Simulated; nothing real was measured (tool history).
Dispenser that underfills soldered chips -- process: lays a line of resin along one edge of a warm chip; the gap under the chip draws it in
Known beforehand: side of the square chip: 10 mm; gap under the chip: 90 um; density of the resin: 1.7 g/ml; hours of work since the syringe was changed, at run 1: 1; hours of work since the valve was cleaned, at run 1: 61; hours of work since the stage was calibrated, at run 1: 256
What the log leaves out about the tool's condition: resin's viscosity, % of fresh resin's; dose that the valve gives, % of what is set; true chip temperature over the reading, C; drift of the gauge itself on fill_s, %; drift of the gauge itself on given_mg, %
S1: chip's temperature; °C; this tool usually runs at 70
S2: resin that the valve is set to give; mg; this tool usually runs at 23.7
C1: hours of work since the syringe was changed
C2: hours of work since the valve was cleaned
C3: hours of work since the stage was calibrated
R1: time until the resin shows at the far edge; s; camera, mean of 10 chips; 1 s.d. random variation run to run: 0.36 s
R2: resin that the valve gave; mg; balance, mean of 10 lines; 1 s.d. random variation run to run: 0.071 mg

{"run": 1, "day": 0.0, "S1": 70, "S2": 23.7, "C1": 1, "C2": 61, "C3": 256, "R1": 23.6, "R2": 23.04}
{"run": 2, "day": 0.317, "S1": 70, "S2": 25.4, "C1": 7, "C2": 66, "C3": 261, "R1": 32.4, "R2": 24.64}
{"day": 0.604, "done": "new syringe of resin"}
{"run": 3, "day": 0.692, "S1": 70, "S2": 25.4, "C1": 1, "C2": 72, "C3": 267, "R1": 23.0, "R2": 24.49}
{"run": 4, "day": 0.988, "S1": 71, "S2": 25.4, "C1": 6, "C2": 76, "C3": 272, "R1": 29.0, "R2": 24.51}
{"day": 1.321, "done": "new syringe of resin"}
{"run": 5, "day": 1.358, "S1": 71, "S2": 25.4, "C1": 1, "C2": 82, "C3": 277, "R1": 20.7, "R2": 24.34}
{"run": 6, "day": 1.533, "S1": 70, "S2": 23.7, "C1": 3, "C2": 85, "C3": 280, "R1": 26.5, "R2": 22.8}
{"run": 7, "day": 1.929, "S1": 74, "S2": 23.7, "C1": 10, "C2": 91, "C3": 287, "R1": 31.3, "R2": 22.69}
{"day": 2.025, "done": "new syringe of resin"}
{"day": 2.1, "done": "dispensing valve cleaned and set on the balance"}
{"run": 8, "day": 2.167, "S1": 70, "S2": 28.2, "C1": 2, "C2": 1, "C3": 290, "R1": 23.6, "R2": 28.21}
{"run": 9, "day": 2.392, "S1": 70, "S2": 25.3, "C1": 5, "C2": 5, "C3": 293, "R1": 28.5, "R2": 25.17}
{"day": 2.758, "done": "new syringe of resin"}
{"run": 10, "day": 2.762, "S1": 70, "S2": 23.7, "C1": 0, "C2": 10, "C3": 299, "R1": 21.3, "R2": 23.62}
{"run": 11, "day": 3.138, "S1": 70, "S2": 23.7, "C1": 6, "C2": 16, "C3": 305, "R1": 30.7, "R2": 23.47}
{"run": 12, "day": 3.333, "S1": 70, "S2": 23.7, "C1": 9, "C2": 20, "C3": 308, "R1": 37.1, "R2": 23.57}
{"day": 3.458, "done": "new syringe of resin"}
{"run": 13, "day": 3.558, "S1": 70, "S2": 23.7, "C1": 2, "C2": 23, "C3": 311, "R1": 23.9, "R2": 23.39}
{"run": 14, "day": 3.783, "S1": 70, "S2": 23.7, "C1": 5, "C2": 27, "C3": 315, "R1": 29.1, "R2": 23.44}
{"day": 4.179, "done": "new syringe of resin"}
{"run": 15, "day": 4.196, "S1": 70, "S2": 23.7, "C1": 0, "C2": 33, "C3": 321, "R1": 21.5, "R2": 23.46}
{"run": 16, "day": 4.562, "S1": 70, "S2": 23.7, "C1": 6, "C2": 39, "C3": 327, "R1": 31.2, "R2": 23.35}
{"run": 17, "day": 4.796, "S1": 70, "S2": 23.7, "C1": 10, "C2": 43, "C3": 331, "R1": 39.0, "R2": 23.32}
{"day": 4.883, "done": "new syringe of resin"}
{"run": 18, "day": 5.138, "S1": 70, "S2": 23.7, "C1": 4, "C2": 48, "C3": 336, "R1": 27.7, "R2": 23.23}
{"run": 19, "day": 5.504, "S1": 73, "S2": 22.1, "C1": 10, "C2": 54, "C3": 342, "R1": 34.7, "R2": 21.56}
{"day": 5.6, "done": "new syringe of resin"}
{"run": 20, "day": 5.85, "S1": 83, "S2": 23.7, "C1": 4, "C2": 59, "C3": 348, "R1": 14.5, "R2": 23.12}
{"run": 21, "day": 6.25, "S1": 60, "S2": 23.7, "C1": 10, "C2": 66, "C3": 354, "R1": 67.3, "R2": 22.98}
{"day": 6.3, "done": "new syringe of resin"}
{"run": 22, "day": 6.533, "S1": 72, "S2": 22.7, "C1": 4, "C2": 70, "C3": 358, "R1": 25.6, "R2": 21.92}
{"run": 23, "day": 6.771, "S1": 72, "S2": 22.7, "C1": 8, "C2": 74, "C3": 362, "R1": 31.5, "R2": 22.02}
{"day": 7.008, "done": "new syringe of resin"}
{"run": 24, "day": 7.054, "S1": 83, "S2": 21.9, "C1": 1, "C2": 78, "C3": 366, "R1": 12.6, "R2": 21.16}
{"run": 25, "day": 7.354, "S1": 83, "S2": 21.9, "C1": 6, "C2": 83, "C3": 371, "R1": 17.0, "R2": 21.09}
{"day": 7.704, "done": "new syringe of resin"}
{"run": 26, "day": 7.708, "S1": 56, "S2": 30.0, "C1": 0, "C2": 88, "C3": 377, "R1": 44.9, "R2": 28.93}
{"run": 27, "day": 7.917, "S1": 72, "S2": 20.3, "C1": 3, "C2": 92, "C3": 380, "R1": 25.4, "R2": 19.36}
{"day": 8.054, "done": "dispensing valve cleaned and set on the balance"}
{"run": 28, "day": 8.35, "S1": 65, "S2": 30.2, "C1": 10, "C2": 5, "C3": 386, "R1": 51.4, "R2": 30.32}
{"day": 8.442, "done": "new syringe of resin"}
{"run": 29, "day": 8.708, "S1": 72, "S2": 20.9, "C1": 4, "C2": 10, "C3": 392, "R1": 26.6, "R2": 20.92}
{"run": 30, "day": 9.046, "S1": 72, "S2": 20.9, "C1": 10, "C2": 16, "C3": 397, "R1": 36.7, "R2": 20.74}
{"day": 9.154, "done": "new syringe of resin"}
{"run": 31, "day": 9.325, "S1": 57, "S2": 27.9, "C1": 3, "C2": 20, "C3": 402, "R1": 50.2, "R2": 27.72}
{"run": 32, "day": 9.683, "S1": 57, "S2": 27.9, "C1": 8, "C2": 26, "C3": 407, "R1": 72.2, "R2": 27.61}
{"day": 9.85, "done": "new syringe of resin"}
{"run": 33, "day": 9.921, "S1": 79, "S2": 30.5, "C1": 1, "C2": 29, "C3": 411, "R1": 14.3, "R2": 30.19}
{"run": 34, "day": 10.333, "S1": 70, "S2": 20.3, "C1": 8, "C2": 36, "C3": 418, "R1": 36.5, "R2": 19.97}
{"day": 10.55, "done": "new syringe of resin"}
{"run": 35, "day": 10.65, "S1": 55, "S2": 25.1, "C1": 2, "C2": 41, "C3": 422, "R1": 52.3, "R2": 24.68}

Here are 5 independent what-if runs from the current tool condition. What would each one return?
{"run": "A", "day": 10.992, "S1": 83, "S2": 26.9, "C1": 7, "C2": 46, "C3": 428, "R1": "?", "R2": "?"}
{"run": "B", "day": 10.992, "S1": 69, "S2": 28.0, "C1": 7, "C2": 46, "C3": 428, "R1": "?", "R2": "?"}
{"run": "C", "day": 10.992, "S1": 55, "S2": 24.3, "C1": 7, "C2": 46, "C3": 428, "R1": "?", "R2": "?"}
{"run": "D", "day": 10.992, "S1": 57, "S2": 21.3, "C1": 7, "C2": 46, "C3": 428, "R1": "?", "R2": "?"}
{"run": "E", "day": 10.992, "S1": 70, "S2": 25.4, "C1": 7, "C2": 46, "C3": 428, "R1": "?", "R2": "?"}

run=A R1=16.9 R2=26.34
run=B R1=33.5 R2=27.41
run=C R1=73.8 R2=23.86
run=D R1=67.9 R2=20.91
run=E R1=32.7 R2=24.92
The same runs, with their run-to-run variation unchanged, on a tool lacking any hidden condition would have given:
run=A R1=9.8 R2=26.81
run=B R1=19.3 R2=27.91
run=C R1=42.4 R2=24.30
run=D R1=39.1 R2=21.29
run=E R1=19.0 R2=25.38
